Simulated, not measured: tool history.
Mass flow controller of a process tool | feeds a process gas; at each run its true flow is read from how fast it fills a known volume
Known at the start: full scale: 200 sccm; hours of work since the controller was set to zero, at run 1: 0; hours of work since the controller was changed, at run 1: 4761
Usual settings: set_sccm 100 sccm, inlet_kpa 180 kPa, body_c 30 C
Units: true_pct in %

run    hour  set_sccm  inlet_kpa  body_c  hours of work since the controller was set to zero  hours of work since the controller was changed  true_pct
  1     0.0       100        180      30                                                   0                                            4761     99.47
  2   392.4       100        180      30                                                 290                                            5051     99.40
  3   916.0       100        180      30                                                 678                                            5439     99.60
  4  1247.6       100        180      30                                                 923                                            5684     99.62
  5  1478.8       100        180      30                                                1094                                            5855     99.57
  6  1709.5       100        180      30                                                1265                                            6026     99.53
  7  1988.9        30        180      30                                                1471                                            6233     99.00
  8  2473.8        30        180      30                                                1830                                            6591     98.91
  9  2759.9       100        180      30                                                2042                                            6803     99.75
 10  3097.8       100        215      30                                                2292                                            7053     99.58
 11  3591.4       100        180      30                                                2657                                            7418     99.88
 12  3952.4       100        180      30                                                2924                                            7685    100.02
     4005.1  -- controller exchanged for a calibrated one
 13  4345.5       100        180      30                                                 252                                             252     99.93
 14  4818.3       100        180      26                                                 602                                             602     99.62
 15  5087.4       100        180      26                                                 801                                             801     99.69
 16  5434.4        52        219      27                                                1057                                            1057     98.91
 17  5858.6        52        219      27                                                1371                                            1371     98.97
 18  6092.1       100        277      28                                                1544                                            1544     99.35
 19  6427.1       100        277      28                                                1792                                            1792     99.34
 20  6760.0        32        207      29                                                2038                                            2038     99.20
 21  7172.0        24        226      30                                                2343                                            2343     99.09
 22  7466.6        40        263      30                                                2561                                            2561     99.17
 23  7846.2        66        207      30                                                2842                                            2842     99.70
 24  8172.7        69        270      20                                                3083                                            3083     98.46
 25  8700.1       100        244      20                                                3473                                            3473     99.27
     9015.1  -- gauge calibrated
 26  9135.7       100        244      20                                                3796                                            3796     98.24
 27  9622.1       100        229      31                                                4155                                            4155     99.31
 28  9999.8       194        229      21                                                4435                                            4435     99.66

Forecast each of these 5 alternatives for the next run:
     10298.5  -- controller's zero set anew
  A  10390.7       194        253      28                                                  68                                            4724         ?
     10298.5  -- controller's zero set anew
  B  10390.7        27        229      33                                                  68                                            4724         ?
     10298.5  -- controller's zero set anew
  C  10390.7       178        251      32                                                  68                                            4724         ?
     10298.5  -- controller's zero set anew
  D  10390.7       100        185      20                                                  68                                            4724         ?
     10298.5  -- controller's zero set anew
  E  10390.7        91        150      30                                                  68                                            4724         ?

run  true_pct
  A    100.00
  B     98.61
  C    100.17
  D     98.62
  E     99.71
Without the tool's hidden state the same runs would have given:
run  true_pct
  A     99.84
  B     98.45
  C    100.02
  D     98.46
  E     99.56
